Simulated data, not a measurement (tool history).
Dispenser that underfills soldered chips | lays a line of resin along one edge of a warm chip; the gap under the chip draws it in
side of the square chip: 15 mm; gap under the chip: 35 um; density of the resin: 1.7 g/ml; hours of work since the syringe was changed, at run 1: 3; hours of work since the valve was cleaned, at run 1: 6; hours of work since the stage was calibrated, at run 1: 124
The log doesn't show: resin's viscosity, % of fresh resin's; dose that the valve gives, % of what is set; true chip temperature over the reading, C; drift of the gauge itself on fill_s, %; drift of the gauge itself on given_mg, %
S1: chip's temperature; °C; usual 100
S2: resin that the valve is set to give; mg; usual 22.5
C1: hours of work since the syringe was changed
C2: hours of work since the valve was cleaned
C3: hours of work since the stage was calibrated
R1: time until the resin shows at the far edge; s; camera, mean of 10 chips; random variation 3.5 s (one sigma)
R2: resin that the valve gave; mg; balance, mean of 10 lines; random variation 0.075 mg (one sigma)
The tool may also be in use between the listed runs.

{"run": 1, "day": 0.0, "S1": 100, "S2": 22.5, "C1": 3, "C2": 6, "C3": 124, "R1": 394.8, "R2": 22.37}
{"day": 0.146, "done": "new syringe of resin"}
{"run": 2, "day": 0.346, "S1": 100, "S2": 22.5, "C1": 3, "C2": 11, "C3": 130, "R1": 414.5, "R2": 22.3}
{"day": 0.488, "done": "new syringe of resin"}
{"run": 3, "day": 0.517, "S1": 100, "S2": 27.5, "C1": 0, "C2": 14, "C3": 133, "R1": 353.3, "R2": 27.19}
{"day": 0.829, "done": "new syringe of resin"}
{"run": 4, "day": 0.846, "S1": 100, "S2": 27.5, "C1": 0, "C2": 19, "C3": 138, "R1": 353.8, "R2": 26.91}
{"run": 5, "day": 1.108, "S1": 91, "S2": 27.5, "C1": 5, "C2": 24, "C3": 143, "R1": 564.0, "R2": 26.93}
{"day": 1.162, "done": "new syringe of resin"}
{"run": 6, "day": 1.4, "S1": 91, "S2": 27.5, "C1": 4, "C2": 29, "C3": 147, "R1": 545.8, "R2": 26.9}
{"day": 1.496, "done": "new syringe of resin"}
{"run": 7, "day": 1.742, "S1": 91, "S2": 27.5, "C1": 4, "C2": 34, "C3": 153, "R1": 548.3, "R2": 26.83}
{"day": 1.846, "done": "new syringe of resin"}
{"run": 8, "day": 1.946, "S1": 91, "S2": 27.5, "C1": 2, "C2": 37, "C3": 156, "R1": 485.3, "R2": 26.65}
{"day": 2.175, "done": "new syringe of resin"}
{"run": 9, "day": 2.175, "S1": 88, "S2": 22.5, "C1": 0, "C2": 41, "C3": 160, "R1": 501.8, "R2": 21.68}
{"day": 2.517, "done": "new syringe of resin"}
{"run": 10, "day": 2.533, "S1": 100, "S2": 27.8, "C1": 0, "C2": 47, "C3": 166, "R1": 332.7, "R2": 26.65}
{"run": 11, "day": 2.775, "S1": 100, "S2": 27.8, "C1": 4, "C2": 51, "C3": 170, "R1": 412.6, "R2": 26.59}
{"day": 2.867, "done": "new syringe of resin"}
{"run": 12, "day": 2.933, "S1": 100, "S2": 27.8, "C1": 1, "C2": 54, "C3": 172, "R1": 361.7, "R2": 26.63}
{"day": 3.196, "done": "new syringe of resin"}
{"run": 13, "day": 3.2, "S1": 100, "S2": 27.8, "C1": 0, "C2": 58, "C3": 177, "R1": 339.5, "R2": 26.64}
{"run": 14, "day": 3.483, "S1": 100, "S2": 22.5, "C1": 5, "C2": 63, "C3": 181, "R1": 428.4, "R2": 21.4}
{"day": 3.542, "done": "new syringe of resin"}
{"run": 15, "day": 3.738, "S1": 100, "S2": 22.1, "C1": 3, "C2": 67, "C3": 185, "R1": 409.3, "R2": 20.87}
{"day": 3.888, "done": "new syringe of resin"}
{"run": 16, "day": 3.95, "S1": 87, "S2": 22.5, "C1": 1, "C2": 70, "C3": 189, "R1": 547.1, "R2": 21.29}
{"run": 17, "day": 4.196, "S1": 87, "S2": 22.5, "C1": 5, "C2": 74, "C3": 193, "R1": 653.0, "R2": 21.01}
{"day": 4.233, "done": "new syringe of resin"}
{"run": 18, "day": 4.533, "S1": 100, "S2": 22.5, "C1": 5, "C2": 80, "C3": 198, "R1": 427.0, "R2": 21.09}
{"day": 4.575, "done": "new syringe of resin"}
{"run": 19, "day": 4.862, "S1": 100, "S2": 22.5, "C1": 5, "C2": 85, "C3": 204, "R1": 447.3, "R2": 21.01}
{"day": 4.917, "done": "new syringe of resin"}
{"run": 20, "day": 5.146, "S1": 100, "S2": 20.3, "C1": 4, "C2": 90, "C3": 208, "R1": 415.5, "R2": 18.8}

Run 21 comes next. What will it give?
{"day": 5.258, "done": "new syringe of resin"}
{"day": 5.371, "done": "dispensing valve cleaned and set on the balance"}
{"run": 21, "day": 5.442, "S1": 103, "S2": 26.3, "C1": 2, "C2": 1, "C3": 213, "R1": "?", "R2": "?"}

{"run 21": {"R1": 356.3, "R2": 26.06}}
Without the tool's hidden state the same run would have given R1 318.4 s, R2 26.12 mg.
